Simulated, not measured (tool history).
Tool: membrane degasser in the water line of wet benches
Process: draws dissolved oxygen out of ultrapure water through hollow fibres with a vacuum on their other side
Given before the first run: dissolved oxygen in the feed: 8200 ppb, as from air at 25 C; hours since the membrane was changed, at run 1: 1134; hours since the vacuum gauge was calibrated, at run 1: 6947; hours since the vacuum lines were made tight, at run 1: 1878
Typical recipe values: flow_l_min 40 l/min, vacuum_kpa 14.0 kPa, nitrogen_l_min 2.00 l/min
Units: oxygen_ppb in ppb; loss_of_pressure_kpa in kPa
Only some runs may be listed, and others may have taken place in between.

run   hour  flow_l_min  vacuum_kpa  nitrogen_l_min  hours since the membrane was changed  hours since the vacuum gauge was calibrated  hours since the vacuum lines were made tight  oxygen_ppb  loss_of_pressure_kpa
  1    0.0          40        14.0            2.00                                  1134                                         6947                                          1878       493.1                 67.84
  2  101.8          40        14.0            1.17                                  1236                                         7049                                          1980       741.8                 67.09
  3  188.3          40        14.0            3.54                                  1323                                         7135                                          2066       315.5                 67.48
  4  276.1          40        11.2            3.54                                  1411                                         7223                                          2154       244.6                 67.64
  5  369.0          40        14.0            2.00                                  1503                                         7316                                          2247       494.2                 67.82
     462.8  -- vacuum gauge calibrated
  6  463.5          40        14.0            2.00                                  1597                                            1                                          2341       498.0                 67.23
  7  541.4          40        14.0            2.00                                  1675                                           79                                          2419       493.1                 67.65
  8  647.0          40        14.0            2.00                                  1781                                          184                                          2525       498.5                 67.64
  9  739.6          30         9.6            3.70                                  1873                                          277                                          2617       130.9                 50.81
 10  793.3          34        26.8            1.18                                  1927                                          330                                          2671      1271.2                 57.68

Run 11, settings as shown, results not yet in. Your forecast:
 11  857.1          60        27.3            2.00                                  1991                                          394                                          2735           ?                     ?

oxygen_ppb: 1478.1 ppb
loss_of_pressure_kpa: 101.03 kPa
If the tool had no hidden condition, the same run with the same run-to-run variation would have returned oxygen_ppb 1467.4 ppb, loss_of_pressure_kpa 101.01 kPa.
